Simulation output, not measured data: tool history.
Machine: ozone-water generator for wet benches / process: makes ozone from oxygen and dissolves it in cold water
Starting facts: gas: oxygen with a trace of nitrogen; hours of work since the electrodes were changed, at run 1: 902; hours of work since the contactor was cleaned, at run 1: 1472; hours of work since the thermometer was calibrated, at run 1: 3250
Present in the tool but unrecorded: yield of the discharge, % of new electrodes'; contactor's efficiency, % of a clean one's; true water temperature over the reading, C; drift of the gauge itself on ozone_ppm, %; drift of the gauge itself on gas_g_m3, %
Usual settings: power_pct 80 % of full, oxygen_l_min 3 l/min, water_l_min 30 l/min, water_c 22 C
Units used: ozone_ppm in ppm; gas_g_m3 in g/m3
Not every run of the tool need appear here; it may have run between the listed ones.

run    hour  power_pct  oxygen_l_min  water_l_min  water_c  hours of work since the electrodes were changed  hours of work since the contactor was cleaned  hours of work since the thermometer was calibrated  ozone_ppm  gas_g_m3
  1       0         80             3           30       22                                              902                                           1472                                                3250       10.7     193.4
  2    59.6         80             3           30       22                                              954                                           1524                                                3302       10.8     194.4
  3     101         80             3           30       22                                              990                                           1560                                                3338       10.9     191.6
  4   158.5         80             3           30       22                                             1040                                           1610                                                3388       10.7       192
  5   204.3         80             3           30       22                                             1080                                           1650                                                3427       10.7     191.9
  6   232.8         80             3           30       22                                             1105                                           1675                                                3452       10.5     189.3
  7   282.4         80             3           21       22                                             1148                                           1718                                                3495         15     188.8
  8   319.5         80             3           30       22                                             1180                                           1750                                                3528       10.5     188.6
  9   350.3         80             3           30       22                                             1207                                           1777                                                3554       10.7     189.3
 10   386.3         80             3           30       22                                             1238                                           1808                                                3586       10.7     190.4
 11   442.2         80             3           30       22                                             1286                                           1857                                                3634       10.5       189
 12   469.7         80             3           30       22                                             1310                                           1880                                                3658       10.6     188.8
 13   514.8         80             3           30       22                                             1350                                           1920                                                3697       10.9     188.6
 14   574.2         80             3           30       22                                             1401                                           1971                                                3749       10.5     187.4
 15   610.9         63             3           30       22                                             1433                                           2003                                                3781        8.9     153.9
 16   668.1         59             3           30       22                                             1483                                           2053                                                3831        8.3     148.2
 17   713.8         59          4.41           30       22                                             1523                                           2093                                                3870        9.3     126.1
 18   744.4         59          4.41           30       22                                             1549                                           2119                                                3897        9.5       127
 19   795.5         42          5.07           30       20                                             1593                                           2164                                                3941        7.6      91.8
 20   847.5         54             3           32       23                                             1639                                           2209                                                3986          7     137.2
 21   903.8         60           2.8           28       29                                             1688                                           2258                                                4035          8     151.2
 22   935.1         46             3           30       14                                             1715                                           2285                                                4063        7.1     119.6
 23   993.1         70          3.31           30       20                                             1765                                           2335                                                4113        9.8     159.8
 24  1027.5         61          4.42           23       27                                             1795                                           2365                                                4143       11.1     128.1
 25  1055.2         63          2.14           30       25                                             1819                                           2389                                                4167        7.3     170.7

What does the tool deliver on the next run?
 26  1091.8         63          2.14           30       25                                             1851                                           2421                                                4199          ?         ?

ozone_ppm: 7.3 ppm
gas_g_m3: 174 g/m3
With no hidden state in the tool, this same run would have given ozone_ppm 8.1 ppm, gas_g_m3 187.4 g/m3.
